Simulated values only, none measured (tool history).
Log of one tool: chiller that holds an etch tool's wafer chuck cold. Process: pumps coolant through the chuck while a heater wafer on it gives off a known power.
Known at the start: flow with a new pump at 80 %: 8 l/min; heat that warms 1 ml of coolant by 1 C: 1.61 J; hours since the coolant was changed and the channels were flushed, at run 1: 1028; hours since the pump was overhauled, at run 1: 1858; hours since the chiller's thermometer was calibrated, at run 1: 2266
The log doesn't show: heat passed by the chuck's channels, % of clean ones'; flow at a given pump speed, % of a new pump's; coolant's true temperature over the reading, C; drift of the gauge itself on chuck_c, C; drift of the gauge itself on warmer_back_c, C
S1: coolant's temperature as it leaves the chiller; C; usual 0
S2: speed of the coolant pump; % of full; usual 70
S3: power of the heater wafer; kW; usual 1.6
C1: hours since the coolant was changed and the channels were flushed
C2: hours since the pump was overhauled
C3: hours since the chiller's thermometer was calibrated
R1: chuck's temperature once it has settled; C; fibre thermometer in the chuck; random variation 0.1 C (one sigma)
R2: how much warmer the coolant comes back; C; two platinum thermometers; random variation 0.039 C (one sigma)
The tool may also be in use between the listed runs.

{"run": 1, "hour": 0.0, "S1": 0, "S2": 70, "S3": 1.6, "C1": 1028, "C2": 1858, "C3": 2266, "R1": 15.5, "R2": 8.85}
{"run": 2, "hour": 131.1, "S1": -9, "S2": 70, "S3": 1.6, "C1": 1159, "C2": 1990, "C3": 2397, "R1": 6.7, "R2": 8.85}
{"run": 3, "hour": 220.5, "S1": -9, "S2": 70, "S3": 1.6, "C1": 1249, "C2": 2079, "C3": 2487, "R1": 6.7, "R2": 8.93}
{"run": 4, "hour": 371.2, "S1": 0, "S2": 70, "S3": 1.6, "C1": 1400, "C2": 2230, "C3": 2637, "R1": 16, "R2": 8.83}
{"run": 5, "hour": 455.1, "S1": 0, "S2": 70, "S3": 1.6, "C1": 1483, "C2": 2313, "C3": 2721, "R1": 15.8, "R2": 8.92}
{"run": 6, "hour": 569.2, "S1": 0, "S2": 70, "S3": 1.6, "C1": 1598, "C2": 2428, "C3": 2835, "R1": 15.7, "R2": 8.86}
{"run": 7, "hour": 667.2, "S1": 0, "S2": 70, "S3": 1.6, "C1": 1696, "C2": 2526, "C3": 2933, "R1": 15.9, "R2": 8.98}
{"run": 8, "hour": 759.6, "S1": 0, "S2": 100, "S3": 1.6, "C1": 1788, "C2": 2618, "C3": 3026, "R1": 12.4, "R2": 6.18}
{"run": 9, "hour": 848.6, "S1": 0, "S2": 100, "S3": 1.6, "C1": 1877, "C2": 2707, "C3": 3115, "R1": 12.5, "R2": 6.15}
{"run": 10, "hour": 941.9, "S1": -8, "S2": 97, "S3": 1.138, "C1": 1970, "C2": 2800, "C3": 3208, "R1": 1, "R2": 4.59}
{"hour": 991.5, "done": "chiller's thermometer calibrated"}
{"run": 11, "hour": 1066.3, "S1": 0, "S2": 91, "S3": 1.6, "C1": 2094, "C2": 2924, "C3": 75, "R1": 13.6, "R2": 6.85}
{"run": 12, "hour": 1204.1, "S1": 3, "S2": 62, "S3": 1.208, "C1": 2231, "C2": 3062, "C3": 213, "R1": 16.4, "R2": 7.67}
{"run": 13, "hour": 1316.6, "S1": 3, "S2": 88, "S3": 2.088, "C1": 2344, "C2": 3174, "C3": 325, "R1": 21.3, "R2": 9.32}
{"run": 14, "hour": 1468.0, "S1": -7, "S2": 64, "S3": 1.6, "C1": 2495, "C2": 3325, "C3": 476, "R1": 10.3, "R2": 9.84}
{"run": 15, "hour": 1605.7, "S1": 5, "S2": 63, "S3": 1.979, "C1": 2633, "C2": 3463, "C3": 614, "R1": 26.9, "R2": 12.55}
{"run": 16, "hour": 1706.9, "S1": 4, "S2": 68, "S3": 0.842, "C1": 2734, "C2": 3564, "C3": 715, "R1": 12.8, "R2": 4.89}
{"run": 17, "hour": 1829.5, "S1": 0, "S2": 67, "S3": 1.459, "C1": 2857, "C2": 3687, "C3": 838, "R1": 15.6, "R2": 8.73}
{"run": 18, "hour": 1977.6, "S1": 0, "S2": 87, "S3": 2.099, "C1": 3005, "C2": 3835, "C3": 986, "R1": 18.6, "R2": 9.65}

Forecast each of these 5 alternatives for the next run:
{"run": "A", "hour": 2084.3, "S1": 0, "S2": 70, "S3": 2.099, "C1": 3112, "C2": 3942, "C3": 1093, "R1": "?", "R2": "?"}
{"run": "B", "hour": 2084.3, "S1": 0, "S2": 82, "S3": 1.6, "C1": 3112, "C2": 3942, "C3": 1093, "R1": "?", "R2": "?"}
{"run": "C", "hour": 2084.3, "S1": -1, "S2": 83, "S3": 1.6, "C1": 3112, "C2": 3942, "C3": 1093, "R1": "?", "R2": "?"}
{"run": "D", "hour": 2084.3, "S1": 0, "S2": 73, "S3": 1.748, "C1": 3112, "C2": 3942, "C3": 1093, "R1": "?", "R2": "?"}
{"run": "E", "hour": 2084.3, "S1": 5, "S2": 89, "S3": 0.818, "C1": 3112, "C2": 3942, "C3": 1093, "R1": "?", "R2": "?"}

run=A R1=21.8 R2=12.03
run=B R1=14.9 R2=7.82
run=C R1=13.7 R2=7.67
run=D R1=17.6 R2=9.62
run=E R1=12.4 R2=3.6
Without the tool's hidden state the same runs would have given:
run=A R1=20 R2=11.21
run=B R1=13.7 R2=7.29
run=C R1=12.5 R2=7.15
run=D R1=16.1 R2=8.97
run=E R1=11.8 R2=3.36
